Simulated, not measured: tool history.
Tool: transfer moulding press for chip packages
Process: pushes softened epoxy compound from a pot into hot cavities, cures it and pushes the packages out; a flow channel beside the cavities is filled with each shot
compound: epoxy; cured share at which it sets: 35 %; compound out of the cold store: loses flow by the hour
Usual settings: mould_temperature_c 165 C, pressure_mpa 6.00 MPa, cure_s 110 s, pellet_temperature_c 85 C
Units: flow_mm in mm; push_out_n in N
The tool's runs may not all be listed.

run	day	mould_temperature_c	pressure_mpa	cure_s	pellet_temperature_c	incoming compound's hours out of the cold store	flow_mm	push_out_n
1	0.000	165	6.00	110	85	40.7	462	399
2	0.950	165	6.00	110	85	29.1	493	443
# day 1.321: cavities cleaned with cleaning compound and waxed
# day 1.692: plunger's sealing rings changed
3	1.796	165	6.00	110	85	25.4	538	543
4	2.450	165	6.00	110	85	20.0	560	530
5	3.288	165	6.00	110	85	35.2	507	577
# day 3.533: cavities cleaned with cleaning compound and waxed, once more
6	4.238	165	6.00	110	85	8.1	588	386
7	4.812	165	6.00	110	85	40.9	486	412
# day 5.608: cavities cleaned with cleaning compound and waxed
8	5.608	165	6.00	110	85	19.9	556	339
9	6.650	165	6.00	110	85	19.9	549	425
10	7.412	165	6.00	110	85	36.3	497	448
# day 7.662: cavities cleaned with cleaning compound and waxed
11	8.179	165	6.00	110	85	41.3	482	377
12	9.129	165	6.00	110	85	36.7	495	436
# day 9.721: cavities cleaned with cleaning compound and waxed
13	10.238	164	6.00	110	85	25.9	525	383
14	11.096	164	6.00	110	85	11.8	568	469
# day 11.779: cavities cleaned with cleaning compound and waxed
15	11.892	164	6.00	110	85	14.1	558	359
16	12.704	162	6.00	122	85	35.5	493	408
17	13.612	162	6.00	122	85	39.1	485	455
# day 13.821: cavities cleaned with cleaning compound and waxed
18	14.250	165	7.48	110	85	38.1	535	375
19	14.842	165	5.74	146	89	13.9	533	378
20	15.771	164	6.60	110	85	46.9	479	458
# day 15.896: cavities cleaned with cleaning compound and waxed
21	16.388	161	7.25	147	92	11.8	612	349
22	17.354	162	6.00	105	92	24.5	511	510
# day 17.971: cavities cleaned with cleaning compound and waxed
23	18.204	166	5.93	110	79	42.9	455	348
24	19.000	166	5.64	110	79	43.8	438	404
25	19.429	161	5.06	119	76	33.9	448	465
# day 20.079: cavities cleaned with cleaning compound and waxed
26	20.358	165	5.39	100	85	20.8	488	409
27	21.183	165	5.39	100	85	18.0	491	452
# day 21.496: plunger's sealing rings changed
28	21.729	160	6.26	139	87	22.6	573	426

3 ways to go on from here, each from the tool as it stands after run 28. What would each give?
# day 22.246: cavities cleaned with cleaning compound and waxed
A	22.412	163	6.00	112	85	14.7	?	?
# day 22.246: cavities cleaned with cleaning compound and waxed
B	22.412	167	5.90	110	93	45.2	?	?
# day 22.246: cavities cleaned with cleaning compound and waxed
C	22.412	165	4.64	142	86	42.1	?	?

run	flow_mm	push_out_n
A	573	378
B	479	334
C	429	327
Without the tool's hidden state the same runs would have given:
run	flow_mm	push_out_n
A	573	343
B	479	312
C	429	308
